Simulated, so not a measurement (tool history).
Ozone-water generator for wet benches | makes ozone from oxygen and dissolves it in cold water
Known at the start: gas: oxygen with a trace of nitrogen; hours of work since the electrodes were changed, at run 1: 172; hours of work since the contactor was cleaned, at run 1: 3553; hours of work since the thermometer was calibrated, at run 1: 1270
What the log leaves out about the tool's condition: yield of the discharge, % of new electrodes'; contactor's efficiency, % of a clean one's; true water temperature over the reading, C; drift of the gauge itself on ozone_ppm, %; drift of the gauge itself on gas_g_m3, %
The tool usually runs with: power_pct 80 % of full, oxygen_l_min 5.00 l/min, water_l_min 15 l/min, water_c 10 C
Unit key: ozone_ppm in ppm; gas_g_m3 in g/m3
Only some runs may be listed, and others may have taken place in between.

run	hour	power_pct	oxygen_l_min	water_l_min	water_c	hours of work since the electrodes were changed	hours of work since the contactor was cleaned	hours of work since the thermometer was calibrated	ozone_ppm	gas_g_m3
1	0.0	80	5.00	15	10	172	3553	1270	31.9	245.9
2	41.5	80	5.00	15	8	198	3579	1296	33.6	244.1
3	69.9	80	5.00	15	10	216	3597	1314	32.6	246.3
4	116.1	80	5.00	15	10	245	3625	1342	32.7	243.7
5	149.5	80	5.00	15	10	265	3646	1363	32.3	243.3
6	179.1	80	5.00	15	10	284	3665	1382	32.5	243.0
# hour 187.0: contactor cleaned
7	222.1	80	5.00	15	10	308	22	1406	32.1	242.4
8	243.4	56	2.69	11	10	322	35	1420	26.4	220.1
9	288.7	56	2.69	11	10	350	64	1448	25.9	219.0
10	323.3	66	5.26	11	10	372	85	1469	33.9	197.6
11	373.5	80	5.00	16	10	403	117	1501	30.2	243.2
12	401.0	82	6.68	16	7	420	134	1518	33.9	223.3
13	451.6	82	2.53	16	7	452	165	1550	26.1	321.5
# hour 461.8: contactor cleaned, once more
14	487.2	80	6.43	13	8	471	16	1569	39.5	222.3

Hidden condition of the tool, last listed run before each entry between runs versus first listed run after:
Logged between run 6 and run 7: contactor cleaned (hour 187.0)
  contactor's efficiency, % of a clean one's: 94.8 -> 92.2
  difference, measured minus the result without the unlogged condition, ozone_ppm: -1.2 -> -1.7 ppm; gas_g_m3: -2.1 -> -2.3 g/m3
Logged between run 13 and run 14: contactor cleaned, once more (hour 461.8)
  contactor's efficiency, % of a clean one's: 92 -> 99.7
  difference, measured minus the result without the unlogged condition, ozone_ppm: -1.5 -> -0.7 ppm; gas_g_m3: -4.5 -> -3.2 g/m3
